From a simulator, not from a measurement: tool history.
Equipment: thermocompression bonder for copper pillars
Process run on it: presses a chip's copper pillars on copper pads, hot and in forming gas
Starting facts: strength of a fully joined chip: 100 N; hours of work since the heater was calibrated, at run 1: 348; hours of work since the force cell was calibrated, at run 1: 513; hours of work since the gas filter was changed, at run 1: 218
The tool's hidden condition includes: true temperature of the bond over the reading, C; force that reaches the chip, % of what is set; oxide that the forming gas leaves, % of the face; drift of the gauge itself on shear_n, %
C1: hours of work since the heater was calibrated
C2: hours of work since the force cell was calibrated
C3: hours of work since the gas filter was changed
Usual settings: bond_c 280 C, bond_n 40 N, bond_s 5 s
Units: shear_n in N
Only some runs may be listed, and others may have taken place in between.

run 1 hour=0.0 | bond_c=280 bond_n=40 bond_s=5 | C1=348 C2=513 C3=218 | shear_n=64.5
run 2 hour=20.3 | bond_c=280 bond_n=40 bond_s=5 | C1=359 C2=524 C3=229 | shear_n=65.1
run 3 hour=31.3 | bond_c=280 bond_n=40 bond_s=5 | C1=365 C2=530 C3=235 | shear_n=64.5
run 4 hour=42.5 | bond_c=280 bond_n=40 bond_s=5 | C1=371 C2=536 C3=241 | shear_n=64.9
-- hour=61.9 forming gas filter changed
run 5 hour=62.3 | bond_c=292 bond_n=40 bond_s=5 | C1=381 C2=546 C3=0 | shear_n=74.6
run 6 hour=73.1 | bond_c=292 bond_n=36 bond_s=5 | C1=387 C2=552 C3=6 | shear_n=71.9
run 7 hour=89.9 | bond_c=292 bond_n=36 bond_s=5 | C1=396 C2=561 C3=15 | shear_n=72.4
run 8 hour=104.9 | bond_c=258 bond_n=43 bond_s=5 | C1=405 C2=569 C3=23 | shear_n=51.8
run 9 hour=117.2 | bond_c=258 bond_n=43 bond_s=5 | C1=411 C2=576 C3=30 | shear_n=52.0
run 10 hour=133.1 | bond_c=258 bond_n=43 bond_s=5 | C1=420 C2=585 C3=39 | shear_n=51.6
run 11 hour=158.0 | bond_c=280 bond_n=43 bond_s=5 | C1=433 C2=598 C3=52 | shear_n=67.6

Run 12 comes next. What will it give?
run 12 hour=170.9 | bond_c=304 bond_n=43 bond_s=4 | C1=440 C2=605 C3=59 | shear_n=?

{"run 12": {"shear_n": 79.7}}
Were there no unlogged condition in the tool, this run, its random variation unchanged, would have produced shear_n 80.8 N.

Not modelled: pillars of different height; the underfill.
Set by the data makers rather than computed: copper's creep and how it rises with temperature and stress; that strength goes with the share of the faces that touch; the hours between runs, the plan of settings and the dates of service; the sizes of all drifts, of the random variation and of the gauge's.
